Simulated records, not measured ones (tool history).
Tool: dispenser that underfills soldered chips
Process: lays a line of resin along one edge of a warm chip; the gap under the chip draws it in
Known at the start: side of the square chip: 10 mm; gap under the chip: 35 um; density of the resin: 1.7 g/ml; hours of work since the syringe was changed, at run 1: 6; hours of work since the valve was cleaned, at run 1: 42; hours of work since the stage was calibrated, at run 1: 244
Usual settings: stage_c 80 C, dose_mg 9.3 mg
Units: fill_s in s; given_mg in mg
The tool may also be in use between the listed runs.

run,day,stage_c,dose_mg,hours of work since the syringe was changed,hours of work since the valve was cleaned,hours of work since the stage was calibrated,fill_s,given_mg
1,0,80,9.3,6,42,244,343.3,8.94
2,0.271,80,12.01,11,47,249,480.2,11.5
# day 0.317: new syringe of resin
3,0.546,80,12.01,4,52,254,300.5,11.51
4,0.762,80,12.01,8,56,258,386.2,11.43
# day 0.967: new syringe of resin
5,0.983,80,7.98,0,60,262,247.2,7.52
6,1.233,69,7.98,5,65,267,600.7,7.61
7,1.496,94,7.93,10,70,272,239.7,7.57
# day 1.608: new syringe of resin
8,1.892,78,10.35,5,77,279,359.1,9.72
# day 2.225: dispensing valve cleaned and set on the balance
9,2.246,90,8.16,11,0,285,302.4,8.08
# day 2.325: new syringe of resin
10,2.583,93,9,5,7,291,171.9,8.94
# day 2.983: new syringe of resin
11,2.983,93,9,0,14,299,125.7,8.87
12,3.154,94,9.21,3,17,302,150.3,9.01

How the hidden state differs across the entries between the runs, from the last listed run before each to the first after it:
Between runs 2 and 3: new syringe of resin (day 0.317)
  resin's viscosity, % of fresh resin's: 212.3 -> 131.5; dose that the valve gives, % of what is set: 96.24 -> 95.82; true chip temperature over the reading, C: -1.32 -> -1.34
  measured less the result without the state, fill_s: +268.7 -> +87 s; given_mg: -0.45 -> -0.5 mg
Between runs 4 and 5: new syringe of resin (day 0.967)
  resin's viscosity, % of fresh resin's: 172.6 -> 102.4; dose that the valve gives, % of what is set: 95.46 -> 95.1; true chip temperature over the reading, C: -1.36 -> -1.38
  measured less the result without the state, fill_s: +177.3 -> +25 s; given_mg: -0.55 -> -0.39 mg
Between runs 7 and 8: new syringe of resin (day 1.608)
  resin's viscosity, % of fresh resin's: 195.1 -> 140.8; dose that the valve gives, % of what is set: 94.27 -> 93.68; true chip temperature over the reading, C: -1.43 -> -1.47
  measured less the result without the state, fill_s: +126.3 -> +123.5 s; given_mg: -0.46 -> -0.65 mg
Between runs 8 and 9: dispensing valve cleaned and set on the balance (day 2.225)
  resin's viscosity, % of fresh resin's: 140.8 -> 208.5; dose that the valve gives, % of what is set: 93.68 -> 99.67; true chip temperature over the reading, C: -1.47 -> -1.5
  measured less the result without the state, fill_s: +123.5 -> +167 s; given_mg: -0.65 -> -0.03 mg
Between runs 9 and 10: new syringe of resin (day 2.325)
  resin's viscosity, % of fresh resin's: 208.5 -> 139.1; dose that the valve gives, % of what is set: 99.67 -> 99.16; true chip temperature over the reading, C: -1.5 -> -1.53
  measured less the result without the state, fill_s: +167 -> +56.9 s; given_mg: -0.03 -> -0.07 mg
Between runs 10 and 11: new syringe of resin (day 2.983)
  resin's viscosity, % of fresh resin's: 139.1 -> 101.9; dose that the valve gives, % of what is set: 99.16 -> 98.52; true chip temperature over the reading, C: -1.53 -> -1.57
  measured less the result without the state, fill_s: +56.9 -> +11.2 s; given_mg: -0.07 -> -0.14 mg
